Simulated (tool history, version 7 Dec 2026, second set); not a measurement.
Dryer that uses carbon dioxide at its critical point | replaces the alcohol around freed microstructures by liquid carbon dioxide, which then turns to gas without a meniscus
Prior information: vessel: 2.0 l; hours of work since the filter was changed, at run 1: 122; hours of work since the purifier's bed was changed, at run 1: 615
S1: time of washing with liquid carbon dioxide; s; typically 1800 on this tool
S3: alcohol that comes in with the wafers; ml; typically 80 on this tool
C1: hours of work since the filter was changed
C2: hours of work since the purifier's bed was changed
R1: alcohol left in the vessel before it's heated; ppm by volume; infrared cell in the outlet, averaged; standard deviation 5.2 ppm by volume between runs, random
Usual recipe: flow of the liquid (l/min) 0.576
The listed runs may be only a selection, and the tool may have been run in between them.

{"run": 1, "hour": 0.0, "S1": 1800, "flow of the liquid (l/min)": 0.576, "S3": 80, "C1": 122, "C2": 615, "R1": 265}
{"run": 2, "hour": 23.3, "S1": 1800, "flow of the liquid (l/min)": 0.576, "S3": 80, "C1": 135, "C2": 628, "R1": 296}
{"run": 3, "hour": 41.2, "S1": 1800, "flow of the liquid (l/min)": 0.451, "S3": 80, "C1": 145, "C2": 638, "R1": 836}
{"run": 4, "hour": 54.1, "S1": 1800, "flow of the liquid (l/min)": 0.451, "S3": 80, "C1": 153, "C2": 646, "R1": 862}
{"run": 5, "hour": 69.3, "S1": 1800, "flow of the liquid (l/min)": 0.451, "S3": 80, "C1": 161, "C2": 654, "R1": 884}
{"hour": 74.7, "done": "inlet filter changed"}
{"run": 6, "hour": 87.7, "S1": 1800, "flow of the liquid (l/min)": 0.451, "S3": 80, "C1": 7, "C2": 664, "R1": 448}
{"run": 7, "hour": 103.2, "S1": 1800, "flow of the liquid (l/min)": 0.451, "S3": 80, "C1": 16, "C2": 673, "R1": 480}
{"run": 8, "hour": 114.7, "S1": 2640, "flow of the liquid (l/min)": 0.576, "S3": 80, "C1": 22, "C2": 679, "R1": 110}
{"run": 9, "hour": 138.7, "S1": 2640, "flow of the liquid (l/min)": 0.576, "S3": 20, "C1": 36, "C2": 693, "R1": 103}
{"run": 10, "hour": 154.2, "S1": 2640, "flow of the liquid (l/min)": 0.576, "S3": 20, "C1": 45, "C2": 701, "R1": 101}
{"run": 11, "hour": 177.9, "S1": 2640, "flow of the liquid (l/min)": 0.576, "S3": 20, "C1": 58, "C2": 715, "R1": 114}
{"run": 12, "hour": 204.9, "S1": 2640, "flow of the liquid (l/min)": 0.576, "S3": 20, "C1": 73, "C2": 730, "R1": 108}
{"run": 13, "hour": 232.5, "S1": 2640, "flow of the liquid (l/min)": 0.576, "S3": 20, "C1": 89, "C2": 745, "R1": 111}
{"run": 14, "hour": 247.6, "S1": 2640, "flow of the liquid (l/min)": 0.576, "S3": 20, "C1": 97, "C2": 754, "R1": 112}
{"run": 15, "hour": 275.0, "S1": 2640, "flow of the liquid (l/min)": 0.576, "S3": 20, "C1": 112, "C2": 769, "R1": 114}
{"run": 16, "hour": 303.5, "S1": 1800, "flow of the liquid (l/min)": 0.576, "S3": 80, "C1": 128, "C2": 785, "R1": 307}
{"run": 17, "hour": 325.8, "S1": 1800, "flow of the liquid (l/min)": 0.576, "S3": 80, "C1": 141, "C2": 798, "R1": 331}
{"run": 18, "hour": 338.1, "S1": 1800, "flow of the liquid (l/min)": 0.576, "S3": 50, "C1": 148, "C2": 804, "R1": 253}
{"run": 19, "hour": 351.4, "S1": 1800, "flow of the liquid (l/min)": 0.576, "S3": 80, "C1": 155, "C2": 812, "R1": 348}
{"hour": 367.9, "done": "inlet filter changed"}
{"run": 20, "hour": 376.8, "S1": 1800, "flow of the liquid (l/min)": 0.576, "S3": 80, "C1": 5, "C2": 826, "R1": 209}
{"run": 21, "hour": 390.8, "S1": 1800, "flow of the liquid (l/min)": 0.576, "S3": 68, "C1": 13, "C2": 833, "R1": 196}
{"run": 22, "hour": 403.9, "S1": 1080, "flow of the liquid (l/min)": 0.576, "S3": 80, "C1": 20, "C2": 841, "R1": 1189}
{"run": 23, "hour": 431.5, "S1": 1320, "flow of the liquid (l/min)": 0.576, "S3": 84, "C1": 36, "C2": 856, "R1": 643}
{"run": 24, "hour": 450.5, "S1": 1320, "flow of the liquid (l/min)": 0.576, "S3": 84, "C1": 46, "C2": 867, "R1": 677}
{"run": 25, "hour": 469.9, "S1": 1320, "flow of the liquid (l/min)": 0.576, "S3": 84, "C1": 57, "C2": 878, "R1": 723}
{"run": 26, "hour": 493.2, "S1": 1320, "flow of the liquid (l/min)": 0.576, "S3": 84, "C1": 70, "C2": 891, "R1": 778}
{"run": 27, "hour": 519.9, "S1": 1320, "flow of the liquid (l/min)": 0.576, "S3": 84, "C1": 85, "C2": 906, "R1": 809}
{"run": 28, "hour": 535.4, "S1": 2640, "flow of the liquid (l/min)": 0.421, "S3": 30, "C1": 94, "C2": 915, "R1": 178}
{"run": 29, "hour": 550.8, "S1": 1800, "flow of the liquid (l/min)": 0.371, "S3": 80, "C1": 103, "C2": 923, "R1": 1430}
{"run": 30, "hour": 573.8, "S1": 1140, "flow of the liquid (l/min)": 0.668, "S3": 74, "C1": 116, "C2": 936, "R1": 812}
{"run": 31, "hour": 593.6, "S1": 1140, "flow of the liquid (l/min)": 0.668, "S3": 74, "C1": 127, "C2": 947, "R1": 843}
{"run": 32, "hour": 607.7, "S1": 1140, "flow of the liquid (l/min)": 0.668, "S3": 51, "C1": 135, "C2": 955, "R1": 624}
{"run": 33, "hour": 626.2, "S1": 1260, "flow of the liquid (l/min)": 0.694, "S3": 56, "C1": 145, "C2": 966, "R1": 467}
{"run": 34, "hour": 652.4, "S1": 1200, "flow of the liquid (l/min)": 0.606, "S3": 37, "C1": 160, "C2": 980, "R1": 651}
{"hour": 661.1, "done": "inlet filter changed"}
{"run": 35, "hour": 666.6, "S1": 2100, "flow of the liquid (l/min)": 0.576, "S3": 62, "C1": 3, "C2": 988, "R1": 162}
{"run": 36, "hour": 680.1, "S1": 1260, "flow of the liquid (l/min)": 0.496, "S3": 62, "C1": 11, "C2": 995, "R1": 954}
{"run": 37, "hour": 695.8, "S1": 1260, "flow of the liquid (l/min)": 0.539, "S3": 108, "C1": 19, "C2": 1004, "R1": 1162}
{"run": 38, "hour": 724.0, "S1": 1260, "flow of the liquid (l/min)": 0.539, "S3": 108, "C1": 35, "C2": 1020, "R1": 1239}
{"run": 39, "hour": 751.6, "S1": 1140, "flow of the liquid (l/min)": 0.42, "S3": 80, "C1": 51, "C2": 1035, "R1": 2980}
{"run": 40, "hour": 778.6, "S1": 1140, "flow of the liquid (l/min)": 0.42, "S3": 80, "C1": 66, "C2": 1051, "R1": 3133}
{"run": 41, "hour": 796.5, "S1": 1140, "flow of the liquid (l/min)": 0.843, "S3": 80, "C1": 76, "C2": 1061, "R1": 312}

For each entry between runs, how does the tool's hidden state at the last listed run before it compare with that at the first listed run after it?
After run 5, before run 6: inlet filter changed (hour 74.7)
  flow that reaches the vessel past the clogged filter, %: 82.2 -> 99.2; alcohol in the recycled carbon dioxide, ppm: 96.7 -> 98
  measured minus no-state result, R1: +541 -> +107 ppm by volume
After run 19, before run 20: inlet filter changed (hour 367.9)
  flow that reaches the vessel past the clogged filter, %: 83 -> 99.2; alcohol in the recycled carbon dioxide, ppm: 117.6 -> 119.4
  measured minus no-state result, R1: +260 -> +118 ppm by volume
After run 34, before run 35: inlet filter changed (hour 661.1)
  flow that reaches the vessel past the clogged filter, %: 82.3 -> 99.6; alcohol in the recycled carbon dioxide, ppm: 140.4 -> 141.4
  measured minus no-state result, R1: +408 -> +139 ppm by volume
